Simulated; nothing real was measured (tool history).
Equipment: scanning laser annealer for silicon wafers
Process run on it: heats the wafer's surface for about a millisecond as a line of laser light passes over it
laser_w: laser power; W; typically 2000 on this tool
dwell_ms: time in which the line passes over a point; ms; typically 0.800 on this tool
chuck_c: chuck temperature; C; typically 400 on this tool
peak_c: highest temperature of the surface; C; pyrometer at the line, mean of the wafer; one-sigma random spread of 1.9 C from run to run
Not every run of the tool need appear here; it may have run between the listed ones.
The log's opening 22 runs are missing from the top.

Run 23, day 8.138: usual settings but laser_w 2149 W, dwell_ms 0.640 ms. Result: peak_c 1094 C.
Run 24, day 8.492: usual settings but laser_w 2149 W, dwell_ms 0.640 ms, chuck_c 425 C. Result: peak_c 1119 C.
Run 25, day 8.733: usual settings but laser_w 2149 W, dwell_ms 0.640 ms, chuck_c 425 C. Result: peak_c 1118 C.
Run 26, day 8.954: usual settings but laser_w 2194 W, dwell_ms 0.889 ms, chuck_c 440 C. Result: peak_c 1281 C.
Run 27, day 9.258: usual settings but laser_w 2194 W, dwell_ms 0.889 ms, chuck_c 440 C. Result: peak_c 1278 C.
Run 28, day 9.646: usual settings but laser_w 2194 W, dwell_ms 0.578 ms, chuck_c 383 C. Result: peak_c 1060 C.
Run 29, day 10.096: usual settings but laser_w 2194 W, dwell_ms 0.578 ms, chuck_c 383 C. Result: peak_c 1059 C.
Run 30, day 10.446: usual settings but laser_w 2068 W, dwell_ms 0.663 ms, chuck_c 383 C. Result: peak_c 1064 C.
Run 31, day 10.925: usual settings but laser_w 2068 W, dwell_ms 0.663 ms, chuck_c 383 C. Result: peak_c 1059 C.
Run 32, day 11.333: usual settings but laser_w 2068 W, dwell_ms 0.663 ms, chuck_c 383 C. Result: peak_c 1061 C.
Run 33, day 11.654: usual settings but dwell_ms 0.729 ms, chuck_c 369 C. Result: peak_c 1053 C.
Run 34, day 12.050: usual settings but dwell_ms 0.729 ms, chuck_c 369 C. Result: peak_c 1055 C.
Run 35, day 12.429: usual settings but laser_w 1855 W, dwell_ms 0.720 ms. Result: peak_c 1027 C.
Run 36, day 12.808: usual settings but laser_w 2132 W, dwell_ms 0.624 ms. Result: peak_c 1078 C.
Run 37, day 13.146: usual settings but laser_w 1978 W, dwell_ms 0.624 ms. Result: peak_c 1024 C.
Run 38, day 13.525: usual settings but laser_w 1992 W, dwell_ms 0.624 ms. Result: peak_c 1029 C.
Run 39, day 13.754: usual settings but laser_w 2099 W, dwell_ms 0.624 ms, chuck_c 364 C. Result: peak_c 1032 C.
Run 40, day 13.992: usual settings but laser_w 2099 W, dwell_ms 0.899 ms, chuck_c 364 C. Result: peak_c 1161 C.

Predict each of these 3 candidate next runs independently; none follows another, all start after run 40:
Run A, day 14.262: usual settings but laser_w 2016 W, dwell_ms 0.988 ms, chuck_c 425 C. Result: peak_c ?.
Run B, day 14.262: usual settings but laser_w 1939 W, dwell_ms 0.920 ms, chuck_c 432 C. Result: peak_c ?.
Run C, day 14.262: usual settings but laser_w 1881 W, dwell_ms 0.923 ms, chuck_c 405 C. Result: peak_c ?.

run  peak_c
  A    1226
  B    1175
  C    1124
With the hidden condition removed and each run's random variation left untouched, the same runs would have given:
run  peak_c
  A    1236
  B    1184
  C    1133
